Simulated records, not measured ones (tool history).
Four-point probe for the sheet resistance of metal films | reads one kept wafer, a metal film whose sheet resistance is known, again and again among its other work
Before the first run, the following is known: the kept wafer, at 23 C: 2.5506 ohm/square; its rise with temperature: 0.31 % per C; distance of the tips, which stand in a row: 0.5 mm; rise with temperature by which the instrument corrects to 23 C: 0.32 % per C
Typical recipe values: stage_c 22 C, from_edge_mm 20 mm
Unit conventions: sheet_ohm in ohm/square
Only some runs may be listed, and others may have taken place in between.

run,day,stage_c,from_edge_mm,sheet_ohm
1,0,22,20,2.544671
2,0.396,22,20,2.545177
3,0.904,22,20,2.545632
4,1.704,22,20,2.545152
5,2.508,22,20,2.544402
6,3.029,22,20,2.544503
7,3.421,22,20,2.543956
8,4.217,22,20,2.544752
9,4.921,22,20,2.544357
10,5.504,22,20,2.543664
11,5.9,22,10,2.546533
12,6.379,22,10,2.545833
13,6.854,22,20,2.544011
14,7.425,22,20,2.543865
15,8.121,22,20,2.543422
16,8.871,22,20,2.544388
17,9.696,22,20,2.542519
18,10.138,22,6,2.552262
19,10.717,22,20,2.543408
20,11.096,22,20,2.543752
21,11.808,22,20,2.542765
22,12.5,22,20,2.542454
23,13.025,20,18,2.543254
24,13.567,20,18,2.543021
25,13.921,20,18,2.543586
26,14.546,22,35,2.542642
27,15.262,22,72,2.541591
28,15.946,27,72,2.53963
29,16.662,23,3,2.577957
30,17.029,26,22,2.54091
31,17.554,26,22,2.541341
32,17.912,23,75,2.541136
33,18.554,23,13,2.542003
34,19,20,51,2.541378
35,19.7,24,4,2.561178
36,20.417,24,4,2.561322
37,21.146,24,4,2.560628
38,21.796,34,69,2.536931
39,22.392,23,69,2.540983
40,23.246,28,28,2.538679
41,23.754,34,6,2.545691
42,24.45,21,12,2.542877
43,24.817,24,13,2.541408
44,25.288,24,13,2.541888

5 ways to go on from here, each from the tool as it stands after run 44. What would each give?
A,25.804,22,13,?
B,25.804,20,7,?
C,25.804,27,23,?
D,25.804,25,13,?
E,25.804,21,23,?

run,sheet_ohm
A,2.542441
B,2.547561
C,2.538169
D,2.541217
E,2.54119
What these runs would have given with no unlogged condition in the tool:
run,sheet_ohm
A,2.5533
B,2.558429
C,2.549036
D,2.552087
E,2.552039
